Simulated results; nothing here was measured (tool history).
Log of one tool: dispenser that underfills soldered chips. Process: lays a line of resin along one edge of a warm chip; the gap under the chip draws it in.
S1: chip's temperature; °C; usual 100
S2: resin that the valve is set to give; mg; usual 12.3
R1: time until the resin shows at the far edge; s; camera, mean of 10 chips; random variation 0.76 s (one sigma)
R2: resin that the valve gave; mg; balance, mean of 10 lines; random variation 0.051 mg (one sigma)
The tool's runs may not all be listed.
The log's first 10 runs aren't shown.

run	hour	S1	S2	R1	R2
# hour 109.9: new syringe of resin
# hour 120.7: new syringe of resin
11	123.4	100	12.3	80.9	11.96
# hour 130.6: new syringe of resin
12	132.8	100	12.3	81.8	11.98
# hour 140.2: new syringe of resin
13	146.1	100	12.3	94.4	11.87
# hour 150.6: new syringe of resin
14	157.4	100	12.3	95.7	11.96
# hour 160.2: new syringe of resin
15	165.1	100	12.3	89.7	12.05
# hour 170.4: new syringe of resin
16	179.6	100	12.3	105.7	11.87
# hour 181.1: new syringe of resin
# hour 191.3: new syringe of resin
17	196.4	100	12.3	89.6	11.8
# hour 201.9: new syringe of resin
18	205.7	99	11.7	90.9	11.27
# hour 211.9: new syringe of resin
19	216	97	12.3	97.4	11.74
# hour 222.1: new syringe of resin
20	228.7	97	12.3	109.2	11.77
# hour 231.7: new syringe of resin
21	239.9	104	11.8	89.4	11.23
# hour 242.4: new syringe of resin
22	249.5	109	14.8	69.1	14.11
# hour 252.7: new syringe of resin
# hour 263: new syringe of resin
23	264.2	94	10.6	102.3	10.04

The next listed run, before its measurement:
# hour 272.7: new syringe of resin
# hour 276.7: dispensing valve cleaned and set on the balance
24	281	100	15.3	?	?

Run 24 gave R1 98.1 s, R2 15.22 mg.
Without the tool's hidden state the same run would have given R1 69.2 s, R2 15.24 mg.
